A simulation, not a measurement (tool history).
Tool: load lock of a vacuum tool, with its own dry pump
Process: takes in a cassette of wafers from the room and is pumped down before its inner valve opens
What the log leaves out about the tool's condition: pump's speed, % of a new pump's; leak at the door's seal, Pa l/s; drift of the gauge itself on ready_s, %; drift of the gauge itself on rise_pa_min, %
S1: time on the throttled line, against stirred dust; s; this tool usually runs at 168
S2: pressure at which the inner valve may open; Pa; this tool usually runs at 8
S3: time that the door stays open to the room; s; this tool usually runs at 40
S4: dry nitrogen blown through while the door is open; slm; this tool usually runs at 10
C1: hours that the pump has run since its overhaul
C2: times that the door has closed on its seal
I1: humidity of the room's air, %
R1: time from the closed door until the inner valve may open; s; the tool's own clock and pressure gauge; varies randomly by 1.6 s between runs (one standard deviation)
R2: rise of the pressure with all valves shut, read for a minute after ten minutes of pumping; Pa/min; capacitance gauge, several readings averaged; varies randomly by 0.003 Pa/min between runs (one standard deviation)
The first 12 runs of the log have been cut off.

Run 13, hour 2124.3: usual settings but S4 4 slm; C1 12297; C2 5298; I1 41.7. Result: R1 270.4 s, R2 0.034 Pa/min.
Run 14, hour 2361: usual settings but S2 7 Pa; C1 12534; C2 5544; I1 43.3. Result: R1 274 s, R2 0.032 Pa/min.
Run 15, hour 2473.7: usual settings but S3 59 s; C1 12647; C2 5661; I1 44.9. Result: R1 271.8 s, R2 0.037 Pa/min.
Run 16, hour 2669.6: usual settings but S3 59 s; C1 12842; C2 5865; I1 43.3. Result: R1 272 s, R2 0.034 Pa/min.
Run 17, hour 2794: usual settings but S3 59 s; C1 12967; C2 5994; I1 45.2. Result: R1 270.2 s, R2 0.04 Pa/min.
Run 18, hour 2922.9: usual settings but S3 59 s; C1 13096; C2 6128; I1 47.5. Result: R1 272.1 s, R2 0.043 Pa/min.
Run 19, hour 3133.9: usual settings but S3 59 s; C1 13307; C2 6348; I1 48.6. Result: R1 269.7 s, R2 0.045 Pa/min.
Run 20, hour 3294.7: usual settings but S1 160 s, S4 44 slm; C1 13467; C2 6515; I1 45.1. Result: R1 261.5 s, R2 0.017 Pa/min.
Run 21, hour 3436.7: usual settings but S1 245 s, S4 19 slm; C1 13609; C2 6663; I1 43.7. Result: R1 332.3 s, R2 0.024 Pa/min.
Run 22, hour 3618.8: usual settings but S1 128 s, S2 15 Pa, S3 68 s, S4 12 slm; C1 13792; C2 6852; I1 46. Result: R1 223.7 s, R2 0.039 Pa/min.
Run 23, hour 3736.2: usual settings but S1 227 s, S2 15 Pa, S3 68 s, S4 12 slm; C1 13909; C2 6974; I1 46.1. Result: R1 309.5 s, R2 0.042 Pa/min.
Run 24, hour 3957.4: usual settings but S1 227 s, S2 15 Pa, S3 68 s, S4 12 slm; C1 14130; C2 7204; I1 47. Result: R1 311.4 s, R2 0.038 Pa/min.
Run 25, hour 4067: usual settings but S1 227 s, S2 15 Pa, S3 68 s, S4 12 slm; C1 14240; C2 7318; I1 44.6. Result: R1 311.6 s, R2 0.039 Pa/min.
Run 26, hour 4254.2: usual settings but S1 327 s, S2 9 Pa, S3 61 s, S4 23 slm; C1 14427; C2 7513; I1 42.2. Result: R1 402.4 s, R2 0.031 Pa/min.
Run 27, hour 4405.3: usual settings but S1 327 s, S2 11 Pa, S3 61 s, S4 13 slm; C1 14578; C2 7670; I1 49.7. Result: R1 397.1 s, R2 0.039 Pa/min.
Run 28, hour 4559.1: usual settings but S1 317 s, S2 11 Pa, S3 33 s, S4 8 slm; C1 14732; C2 7830; I1 41.4. Result: R1 394.4 s, R2 0.024 Pa/min.
Run 29, hour 4685.8: usual settings but S1 248 s, S3 94 s; C1 14859; C2 7962; I1 45.4. Result: R1 333.9 s, R2 0.052 Pa/min.
Run 30, hour 4841.6: usual settings but S1 248 s, S3 94 s; C1 15014; C2 8124; I1 44.5. Result: R1 336.2 s, R2 0.049 Pa/min.
Run 31, hour 4961: usual settings but S1 96 s, S4 5 slm; C1 15134; C2 8248; I1 42.6. Result: R1 208.2 s, R2 0.036 Pa/min.
Run 32, hour 5121.3: usual settings but S1 95 s, S4 9 slm; C1 15294; C2 8414; I1 46.6. Result: R1 208 s, R2 0.035 Pa/min.
Run 33, hour 5221.7: usual settings but S1 95 s, S4 9 slm; C1 15395; C2 8519; I1 47.9. Result: R1 206.4 s, R2 0.036 Pa/min.
Run 34, hour 5425.7: usual settings but S1 169 s, S3 111 s; C1 15598; C2 8731; I1 44.6. Result: R1 270.7 s, R2 0.053 Pa/min.

What does the tool deliver on the next run?
Run 35, hour 5566.8: usual settings but S1 147 s, S3 111 s, S4 11 slm; C1 15740; C2 8878; I1 41.1. Result: R1 ?, R2 ?.

R1: 254 s
R2: 0.05 Pa/min
The same run, on a tool lacking any hidden state, would have yielded R1 253.8 s, R2 0.049 Pa/min.
